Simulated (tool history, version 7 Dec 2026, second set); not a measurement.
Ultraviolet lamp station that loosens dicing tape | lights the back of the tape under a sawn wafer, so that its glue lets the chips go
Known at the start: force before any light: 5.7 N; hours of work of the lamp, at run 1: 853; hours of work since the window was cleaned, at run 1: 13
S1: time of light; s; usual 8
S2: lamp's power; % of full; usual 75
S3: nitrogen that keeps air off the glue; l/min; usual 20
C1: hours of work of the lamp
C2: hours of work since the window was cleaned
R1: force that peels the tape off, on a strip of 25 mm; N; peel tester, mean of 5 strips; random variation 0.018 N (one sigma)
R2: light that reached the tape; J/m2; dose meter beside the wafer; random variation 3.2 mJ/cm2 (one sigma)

run 1 hour=0.0 | S1=8 S2=75 S3=20 | C1=853 C2=13 | R1=1.181 R2=3940
run 2 hour=35.0 | S1=6 S2=75 S3=20 | C1=876 C2=36 | R1=1.769 R2=2880
run 3 hour=60.9 | S1=6 S2=75 S3=20 | C1=893 C2=53 | R1=1.818 R2=2920
run 4 hour=103.4 | S1=6 S2=75 S3=20 | C1=921 C2=81 | R1=1.730 R2=2850
run 5 hour=127.5 | S1=8 S2=75 S3=20 | C1=937 C2=97 | R1=1.291 R2=3800
run 6 hour=161.7 | S1=8 S2=75 S3=8 | C1=960 C2=119 | R1=1.789 R2=3780
run 7 hour=192.3 | S1=8 S2=75 S3=32 | C1=980 C2=139 | R1=1.138 R2=3700
run 8 hour=227.7 | S1=8 S2=75 S3=20 | C1=1003 C2=163 | R1=1.344 R2=3650
run 9 hour=269.5 | S1=8 S2=75 S3=20 | C1=1031 C2=190 | R1=1.313 R2=3570
run 10 hour=305.8 | S1=4 S2=75 S3=20 | C1=1055 C2=214 | R1=2.726 R2=1780
run 11 hour=344.4 | S1=4 S2=75 S3=20 | C1=1080 C2=240 | R1=2.709 R2=1760
run 12 hour=386.9 | S1=8 S2=75 S3=25 | C1=1108 C2=268 | R1=1.334 R2=3490
run 13 hour=411.8 | S1=8 S2=75 S3=25 | C1=1125 C2=284 | R1=1.280 R2=3470
run 14 hour=430.3 | S1=8 S2=75 S3=25 | C1=1137 C2=296 | R1=1.302 R2=3440
run 15 hour=474.2 | S1=8 S2=74 S3=7 | C1=1166 C2=325 | R1=2.185 R2=3360
run 16 hour=514.2 | S1=8 S2=74 S3=7 | C1=1192 C2=352 | R1=2.213 R2=3350
run 17 hour=535.0 | S1=5 S2=80 S3=20 | C1=1206 C2=366 | R1=2.348 R2=2210
run 18 hour=554.9 | S1=5 S2=80 S3=20 | C1=1219 C2=379 | R1=2.310 R2=2220
run 19 hour=576.0 | S1=6 S2=81 S3=27 | C1=1233 C2=393 | R1=1.869 R2=2680
run 20 hour=615.4 | S1=8 S2=62 S3=18 | C1=1259 C2=419 | R1=2.052 R2=2660
run 21 hour=646.1 | S1=8 S2=88 S3=18 | C1=1279 C2=439 | R1=1.347 R2=3810
run 22 hour=665.3 | S1=8 S2=88 S3=18 | C1=1292 C2=452 | R1=1.351 R2=3790
run 23 hour=706.1 | S1=4 S2=75 S3=28 | C1=1319 C2=478 | R1=2.796 R2=1580
run 24 hour=743.9 | S1=4 S2=75 S3=28 | C1=1344 C2=503 | R1=2.811 R2=1570
run 25 hour=777.3 | S1=4 S2=75 S3=28 | C1=1366 C2=525 | R1=2.757 R2=1540

Forecast each of these 3 alternatives for the next run:
run A hour=820.6 | S1=8 S2=68 S3=20 | C1=1394 C2=554 | R1=? R2=?
run B hour=820.6 | S1=10 S2=92 S3=6 | C1=1394 C2=554 | R1=? R2=?
run C hour=820.6 | S1=4 S2=63 S3=14 | C1=1394 C2=554 | R1=? R2=?

run=A R1=1.824 R2=2710
run=B R1=1.536 R2=4730
run=C R1=3.511 R2=1300
Without the tool's hidden state the same runs would have given:
run=A R1=0.975 R2=4410
run=B R1=0.765 R2=7640
run=C R1=2.633 R2=2090
